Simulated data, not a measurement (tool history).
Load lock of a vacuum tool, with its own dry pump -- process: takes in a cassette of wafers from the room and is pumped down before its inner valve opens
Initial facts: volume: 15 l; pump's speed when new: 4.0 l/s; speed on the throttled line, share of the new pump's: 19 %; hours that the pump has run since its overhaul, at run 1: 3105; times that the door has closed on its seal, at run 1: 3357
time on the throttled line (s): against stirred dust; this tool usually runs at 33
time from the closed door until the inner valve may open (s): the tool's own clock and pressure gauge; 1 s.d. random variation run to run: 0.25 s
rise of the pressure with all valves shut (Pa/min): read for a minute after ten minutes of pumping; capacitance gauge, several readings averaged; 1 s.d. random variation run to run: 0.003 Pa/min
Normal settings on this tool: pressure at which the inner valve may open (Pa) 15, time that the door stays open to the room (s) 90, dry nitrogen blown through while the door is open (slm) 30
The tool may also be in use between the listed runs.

run	hour	time on the throttled line (s)	pressure at which the inner valve may open (Pa)	time that the door stays open to the room (s)	dry nitrogen blown through while the door is open (slm)	hours that the pump has run since its overhaul	times that the door has closed on its seal	incoming humidity of the room's air, %	time from the closed door until the inner valve may open (s)	rise of the pressure with all valves shut (Pa/min)
1	0.0	33	15	90	30	3105	3357	43.2	60.9	0.035
2	288.5	33	15	90	16	3393	4747	46.5	61.6	0.063
3	539.2	33	15	90	16	3644	5954	45.5	61.4	0.064
4	799.6	33	15	90	22	3904	7207	45.0	61.8	0.053
5	978.4	33	15	90	30	4083	8068	43.3	61.5	0.047
6	1251.7	26	15	90	30	4356	9384	47.9	56.5	0.058
7	1484.1	33	15	90	30	4589	10503	44.3	62.3	0.060
8	1711.1	33	15	90	30	4816	11597	42.1	62.1	0.065
9	1954.5	33	15	90	30	5059	12769	40.1	62.0	0.068
10	2242.9	33	15	90	30	5348	14157	49.6	62.4	0.080
11	2438.3	33	11	90	30	5543	15098	44.3	63.5	0.077
12	2698.3	33	11	90	30	5803	16350	45.9	63.8	0.091
13	2875.2	33	11	90	7	5980	17202	44.2	64.1	0.126
14	3163.2	33	11	90	7	6268	18589	44.2	64.3	0.136
15	3361.0	33	11	90	7	6466	19541	44.8	64.0	0.135
16	3656.3	33	11	90	7	6761	20963	45.1	65.0	0.149
17	3937.0	33	11	108	7	7042	22315	46.2	65.2	0.165
18	4185.1	33	11	108	7	7290	23509	44.1	65.4	0.168
19	4426.4	33	15	47	8	7531	24671	43.5	63.4	0.150
20	4663.2	33	15	47	8	7768	25811	44.3	64.3	0.160

What does the tool deliver on the next run?
21	4871.7	48	25	98	39	7976	26815	45.4	?	?

time from the closed door until the inner valve may open (s): 73.6
rise of the pressure with all valves shut (Pa/min): 0.166
With the hidden condition absent and the run-to-run variation left alone, this run would have shown time from the closed door until the inner valve may open (s) 70.1, rise of the pressure with all valves shut (Pa/min) 0.035.
